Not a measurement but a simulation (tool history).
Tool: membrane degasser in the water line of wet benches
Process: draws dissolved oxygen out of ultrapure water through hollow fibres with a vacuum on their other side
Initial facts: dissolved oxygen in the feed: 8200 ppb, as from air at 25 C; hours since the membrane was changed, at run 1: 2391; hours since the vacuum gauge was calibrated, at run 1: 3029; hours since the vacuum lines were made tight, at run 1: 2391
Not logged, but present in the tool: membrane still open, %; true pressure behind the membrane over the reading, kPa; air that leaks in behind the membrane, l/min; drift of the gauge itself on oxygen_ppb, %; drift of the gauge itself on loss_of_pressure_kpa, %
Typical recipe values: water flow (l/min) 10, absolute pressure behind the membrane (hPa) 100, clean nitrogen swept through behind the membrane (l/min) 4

run,day,water flow (l/min),absolute pressure behind the membrane (hPa),clean nitrogen swept through behind the membrane (l/min),hours since the membrane was changed,hours since the vacuum gauge was calibrated,hours since the vacuum lines were made tight,dissolved oxygen in the water behind the degasser (ppb),pressure that the water loses in the fibres (hPa)
1,0,10,100,4,2391,3029,2391,52.1,261.7
2,7.717,10,100,4,2576,3214,2576,51.5,261.8
# day 11.638: seals of the vacuum lines changed
3,21.175,10,100,4,2897,3535,229,50.6,269.8
4,32.638,10,100,4,3172,3810,504,50.3,263
5,39.383,9,100,4,3334,3972,666,44,238.6
6,50.242,10,100,4,3595,4233,926,50.9,266.7
7,60.5,10,100,4,3841,4479,1173,51.9,267.1
8,70.867,12,100,4,4090,4728,1422,66.3,320.2
9,80.496,12,100,4,4321,4959,1653,66.3,324.4
10,95.425,7,100,4,4679,5317,2011,34.8,186.9
11,110.392,7,100,4,5038,5676,2370,35,194
# day 122.938: seals of the vacuum lines changed
12,123.154,7,100,1.63,5343,5981,5,78.2,190.9
13,132.758,7,100,1.63,5573,6211,236,78.5,193.8
14,141.088,7,100,1.63,5773,6411,436,78.4,193.4
15,151.808,7,100,1.63,6030,6668,693,78.9,196.1
16,163.621,7,100,1.63,6314,6952,976,80.4,195.9
17,176.671,7,100,1.63,6627,7265,1290,79.6,195.7
18,185.292,8,170,4.16,6834,7472,1496,73.9,223.3
19,194.233,7,100,8.42,7049,7687,1711,18.9,197.3
20,200.908,7,100,8.42,7209,7847,1871,18.7,196.9
# day 202.842: vacuum gauge calibrated
21,209.867,7,100,8.42,7423,169,2086,17.7,195.8
22,219.95,10,100,6.2,7665,411,2328,39.5,279.3
23,230.671,8,153,4.24,7923,668,2585,65.2,226.6
# day 233.988: seals of the vacuum lines changed
24,243.35,9,80,4,8225,970,225,35.1,258.2
# day 250.992: membrane cartridge changed
25,257.404,9,80,4,154,1303,558,31.1,229.5
26,267.133,13,80,4,387,1537,791,51.9,333
27,280.088,9,138,4,698,1848,1102,64.9,228.7
28,291.729,11,100,2.13,978,2127,1382,95.5,281.4
29,302.875,10,100,2.64,1245,2395,1649,72.1,261.8
30,314.296,10,194,9.97,1519,2669,1923,49.3,260.5
31,324.225,7,194,9.97,1758,2907,2162,31.6,180.7
32,332.421,7,194,9.97,1954,3104,2358,32.1,182.3

Some steps in dissolved oxygen in the water behind the degasser (ppb) between neighbouring runs. How much of each would the tool show without its hidden state too (settings, what came in, random variation), and how much is left for the hidden state, with any gauge scatter that isn't in both results?
Run 9 -> 10: water flow (l/min) 12 -> 7. dissolved oxygen in the water behind the degasser (ppb) -31.5: hidden state -4, all else -27.5.
Run 11 -> 12: clean nitrogen swept through behind the membrane (l/min) 4 -> 1.63, seals of the vacuum lines changed. dissolved oxygen in the water behind the degasser (ppb) +43.2: hidden state +0, all else +43.2.
Run 18 -> 19: water flow (l/min) 8 -> 7, absolute pressure behind the membrane (hPa) 170 -> 100, clean nitrogen swept through behind the membrane (l/min) 4.16 -> 8.42. dissolved oxygen in the water behind the degasser (ppb) -55: hidden state -3.6, all else -51.4.
Run 21 -> 22: water flow (l/min) 7 -> 10, clean nitrogen swept through behind the membrane (l/min) 8.42 -> 6.2. dissolved oxygen in the water behind the degasser (ppb) +21.8: hidden state +4.5, all else +17.3.
Run 24 -> 25: membrane cartridge changed. dissolved oxygen in the water behind the degasser (ppb) -4: hidden state -4.2, all else +0.2.
